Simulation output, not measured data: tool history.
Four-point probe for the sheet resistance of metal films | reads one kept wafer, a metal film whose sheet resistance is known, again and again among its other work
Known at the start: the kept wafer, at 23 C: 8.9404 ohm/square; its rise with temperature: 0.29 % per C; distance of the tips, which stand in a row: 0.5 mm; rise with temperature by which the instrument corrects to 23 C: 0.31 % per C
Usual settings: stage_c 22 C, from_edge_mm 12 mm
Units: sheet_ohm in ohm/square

run   hour  stage_c  from_edge_mm  sheet_ohm
  1      0       22            12   9.014759
  2   24.4       22            12   9.013161
  3   57.8       22             5   9.057127
  4   95.3       22             7   9.032413
  5  123.5       20            12   9.020208
  6  158.5       20            12    9.01896
  7  196.6       28            10   9.011782
     201.2  -- stage's thermometer calibrated
  8  234.2       28            10   9.012119
  9  262.9       23            10   9.021018
 10  288.3       26             7   9.029357
 11  336.9       26             4    9.08061
     348.8  -- stage's thermometer calibrated, once more
 12  369.6       27             4   9.074004

5 ways to go on from here, each from the tool as it stands after run 12. What would each give?
  A  412.1       22            64          ?
  B  412.1       21             4          ?
  C  412.1       31            13          ?
  D  412.1       20            10          ?
  E  412.1       21             4          ?

run  sheet_ohm
  A    9.00641
  B   9.084794
  C   8.997057
  D   9.023662
  E   9.082614
Without the tool's hidden state the same runs would have given:
run  sheet_ohm
  A   8.942751
  B   9.020618
  C   8.933499
  D    8.95988
  E   9.018453
